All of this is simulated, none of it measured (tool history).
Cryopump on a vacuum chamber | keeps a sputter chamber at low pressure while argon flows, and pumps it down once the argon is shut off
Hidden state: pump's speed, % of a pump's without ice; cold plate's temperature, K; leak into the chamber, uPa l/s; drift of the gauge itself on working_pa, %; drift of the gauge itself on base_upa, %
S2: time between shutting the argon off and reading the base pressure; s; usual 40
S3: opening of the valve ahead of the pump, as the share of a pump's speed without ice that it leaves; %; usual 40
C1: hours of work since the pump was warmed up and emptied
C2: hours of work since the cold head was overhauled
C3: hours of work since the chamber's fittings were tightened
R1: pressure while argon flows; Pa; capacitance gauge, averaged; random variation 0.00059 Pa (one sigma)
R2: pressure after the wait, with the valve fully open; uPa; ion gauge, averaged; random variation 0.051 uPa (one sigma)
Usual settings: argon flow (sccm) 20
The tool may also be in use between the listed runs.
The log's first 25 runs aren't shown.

run 26 day=12.35 | argon_flow_(sccm)=19 S2=60 S3=16 | C1=383 C2=383 C3=583 | R1=0.1907 R2=3.39
run 27 day=12.767 | argon_flow_(sccm)=35 S2=60 S3=16 | C1=389 C2=389 C3=589 | R1=0.3495 R2=3.34
run 28 day=13.367 | argon_flow_(sccm)=11 S2=26 S3=22 | C1=398 C2=398 C3=598 | R1=0.082 R2=5.98
run 29 day=14 | argon_flow_(sccm)=17 S2=29 S3=20 | C1=407 C2=407 C3=607 | R1=0.1371 R2=5.36
run 30 day=14.362 | argon_flow_(sccm)=18 S2=146 S3=40 | C1=412 C2=412 C3=612 | R1=0.0772 R2=2.27
run 31 day=14.788 | argon_flow_(sccm)=18 S2=146 S3=40 | C1=418 C2=418 C3=618 | R1=0.0769 R2=2.22
run 32 day=15.429 | argon_flow_(sccm)=16 S2=40 S3=19 | C1=427 C2=427 C3=627 | R1=0.1366 R2=4.28
run 33 day=16.129 | argon_flow_(sccm)=37 S2=182 S3=33 | C1=437 C2=437 C3=637 | R1=0.1898 R2=2.23
run 34 day=16.525 | argon_flow_(sccm)=37 S2=182 S3=33 | C1=443 C2=443 C3=643 | R1=0.1917 R2=2.19

3 ways to go on from here, each from the tool as it stands after run 34. What would each give?
run A day=16.879 | argon_flow_(sccm)=28 S2=265 S3=33 | C1=448 C2=448 C3=648 | R1=? R2=?
run B day=16.879 | argon_flow_(sccm)=37 S2=138 S3=38 | C1=448 C2=448 C3=648 | R1=? R2=?
run C day=16.879 | argon_flow_(sccm)=37 S2=120 S3=33 | C1=448 C2=448 C3=648 | R1=? R2=?

run=A R1=0.1445 R2=1.96
run=B R1=0.167 R2=2.42
run=C R1=0.192 R2=2.59
Without the tool's hidden state the same runs would have given:
run=A R1=0.1313 R2=0.7
run=B R1=0.1495 R2=1.12
run=C R1=0.1744 R2=1.26
